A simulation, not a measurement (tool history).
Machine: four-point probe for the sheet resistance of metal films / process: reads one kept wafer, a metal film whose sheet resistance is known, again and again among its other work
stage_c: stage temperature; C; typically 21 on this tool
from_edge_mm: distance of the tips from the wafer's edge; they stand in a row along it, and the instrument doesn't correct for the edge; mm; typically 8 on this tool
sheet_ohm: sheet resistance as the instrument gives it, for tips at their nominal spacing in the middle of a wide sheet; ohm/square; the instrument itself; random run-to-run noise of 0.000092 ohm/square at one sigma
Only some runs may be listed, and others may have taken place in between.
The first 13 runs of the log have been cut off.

| run | hour | stage_c | from_edge_mm | touches since the probe head was changed | hours of work since the stage's thermometer was calibrated | sheet_ohm |
|---|---|---|---|---|---|---|
| 14 | 279.6 | 25 | 8 | 67183 | 971 | 0.463309 |
| 15 | 311.8 | 21 | 8 | 68840 | 995 | 0.461761 |
| 16 | 340.5 | 21 | 71 | 70307 | 1016 | 0.45549 |
| 17 | 361.4 | 21 | 71 | 71383 | 1032 | 0.45548 |
| 18 | 377.6 | 24 | 8 | 72211 | 1044 | 0.463067 |
| 19 | 399 | 21 | 8 | 73309 | 1059 | 0.461526 |
| 20 | 417.8 | 21 | 8 | 74272 | 1073 | 0.461624 |
| 21 | 431.4 | 21 | 8 | 74973 | 1083 | 0.46185 |
| 22 | 453.1 | 21 | 8 | 76086 | 1099 | 0.461882 |
| 23 | 477.2 | 21 | 8 | 77323 | 1117 | 0.461863 |
|  | 480.5 | stage's thermometer calibrated |
| 24 | 510.1 | 21 | 8 | 78982 | 22 | 0.461435 |
| 25 | 525.2 | 35 | 8 | 79757 | 33 | 0.46748 |
| 26 | 552.1 | 23 | 11 | 81138 | 53 | 0.459446 |
| 27 | 581 | 23 | 11 | 82619 | 74 | 0.459597 |
| 28 | 604.3 | 29 | 16 | 83815 | 91 | 0.460609 |
|  | 629.8 | stage's thermometer calibrated, once more |
| 29 | 629.8 | 29 | 16 | 85093 | 0 | 0.461357 |
| 30 | 650.1 | 22 | 17 | 86137 | 15 | 0.458087 |
| 31 | 666.7 | 22 | 17 | 86991 | 27 | 0.458249 |
| 32 | 693.3 | 21 | 6 | 88354 | 47 | 0.467208 |
| 33 | 719 | 28 | 5 | 89671 | 66 | 0.474596 |
| 34 | 733.3 | 31 | 27 | 90405 | 76 | 0.461384 |
| 35 | 757.4 | 19 | 27 | 91639 | 94 | 0.456198 |
| 36 | 782 | 19 | 27 | 92900 | 112 | 0.456272 |
| 37 | 798.6 | 19 | 62 | 93753 | 124 | 0.455746 |
| 38 | 812 | 24 | 6 | 94443 | 134 | 0.46876 |

Estimate the outcome of run 39 from the log above:
| 39 | 837.4 | 24 | 9 | 95745 | 153 | ? |

sheet_ohm: 0.46282 ohm/square
With no hidden state in the tool, this same run would have given sheet_ohm 0.459824 ohm/square.
